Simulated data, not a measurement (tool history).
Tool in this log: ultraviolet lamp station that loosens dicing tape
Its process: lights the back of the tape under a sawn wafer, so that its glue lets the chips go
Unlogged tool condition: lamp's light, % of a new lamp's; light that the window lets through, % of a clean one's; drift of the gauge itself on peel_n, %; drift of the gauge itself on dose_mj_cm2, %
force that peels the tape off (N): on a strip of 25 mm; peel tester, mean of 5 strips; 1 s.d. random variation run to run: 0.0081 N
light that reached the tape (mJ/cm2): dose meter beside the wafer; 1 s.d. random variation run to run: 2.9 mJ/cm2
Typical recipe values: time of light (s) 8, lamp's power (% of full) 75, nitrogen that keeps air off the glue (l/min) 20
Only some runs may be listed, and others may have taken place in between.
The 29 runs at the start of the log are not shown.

run,day,time of light (s),lamp's power (% of full),nitrogen that keeps air off the glue (l/min),hours of work of the lamp,hours of work since the window was cleaned,force that peels the tape off (N),light that reached the tape (mJ/cm2)
30,11.712,8,62,24,163,30,0.547,314
31,12.196,8,62,24,169,36,0.566,312
32,12.442,8,62,24,172,39,0.602,312
33,12.938,8,62,24,178,45,0.579,310
34,13.188,9,66,20,181,48,0.448,372
35,13.571,8,64,11,186,53,1.020,320
36,14.092,16,83,25,192,59,0.104,826
37,14.475,16,83,25,197,64,0.102,815
38,15.033,5,75,20,203,71,1.135,227
39,15.362,6,90,29,208,75,0.427,325
40,15.642,7,78,20,211,78,0.578,335
41,16.075,12,69,12,216,83,0.376,502
42,16.400,12,69,12,220,87,0.359,499
43,16.958,12,69,12,227,94,0.379,498

Predict each of these 4 candidate next runs independently; none follows another, all start after run 43:
A,17.329,8,74,34,232,99,?,?
B,17.329,6,71,14,232,99,?,?
C,17.329,12,87,12,232,99,?,?
D,17.329,5,97,6,232,99,?,?

run,force that peels the tape off (N),light that reached the tape (mJ/cm2)
A,0.322,356
B,1.235,252
C,0.221,625
D,1.700,288
Take away the tool's hidden state, keep each run's random variation, and the runs would have read:
run,force that peels the tape off (N),light that reached the tape (mJ/cm2)
A,0.211,429
B,0.897,305
C,0.149,755
D,1.312,348
